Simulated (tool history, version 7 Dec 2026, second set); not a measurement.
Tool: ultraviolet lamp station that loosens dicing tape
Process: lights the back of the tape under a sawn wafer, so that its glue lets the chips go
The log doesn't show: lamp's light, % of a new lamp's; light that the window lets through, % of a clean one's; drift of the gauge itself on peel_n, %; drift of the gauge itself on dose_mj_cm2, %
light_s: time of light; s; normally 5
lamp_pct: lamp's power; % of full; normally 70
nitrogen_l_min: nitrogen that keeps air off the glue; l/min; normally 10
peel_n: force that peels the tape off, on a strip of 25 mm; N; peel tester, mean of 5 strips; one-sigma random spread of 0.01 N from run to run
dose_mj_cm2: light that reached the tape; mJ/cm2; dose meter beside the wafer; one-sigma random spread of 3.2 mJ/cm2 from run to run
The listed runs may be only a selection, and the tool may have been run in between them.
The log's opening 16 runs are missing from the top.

run   hour  light_s  lamp_pct  nitrogen_l_min  hours of work of the lamp  hours of work since the window was cleaned  peel_n  dose_mj_cm2
     252.2  -- window cleaned of glue's vapour, once more
 17  253.8        6        76              14                        341                                           1   0.336          552
 18  269.5        9        70              16                        350                                          10   0.191          759
 19  285.4        5        65               9                        359                                          19   0.741          392
 20  295.6        6        67               6                        365                                          25   0.644          480
 21  314.2        2        85               8                        376                                          35   1.671          204
 22  328.4        4        72              15                        384                                          43   0.711          337
 23  345.0        4        72              15                        393                                          53   0.715          337
 24  353.6        3        89               8                        398                                          58   1.085          310
 25  372.5        3        94               8                        409                                          68   1.012          325
 26  391.7        4        85              11                        420                                          79   0.656          389
 27  413.0        4        85              11                        432                                          91   0.689          382
 28  433.1        4        85              17                        443                                         103   0.563          378
 29  453.1        2        73              18                        455                                         114   1.559          164
 30  472.5        2        63              18                        466                                         125   1.842          138
 31  492.0        8        69               3                        477                                         136   0.717          605
 32  512.8        4        70              19                        489                                         148   0.778          302

Here are 4 independent what-if runs from the current tool condition. What would each one return?
  A  525.1        3        70              16                        496                                         155       ?            ?
  B  525.1        4        77              15                        496                                         155       ?            ?
  C  525.1        4        64               4                        496                                         155       ?            ?
  D  525.1        4        85              19                        496                                         155       ?            ?

run  peel_n  dose_mj_cm2
  A   1.172          226
  B   0.716          331
  C   1.547          273
  D   0.559          362
What these runs would have given with no unlogged condition in the tool:
run  peel_n  dose_mj_cm2
  A   0.801          305
  B   0.443          447
  C   1.151          371
  D   0.338          491
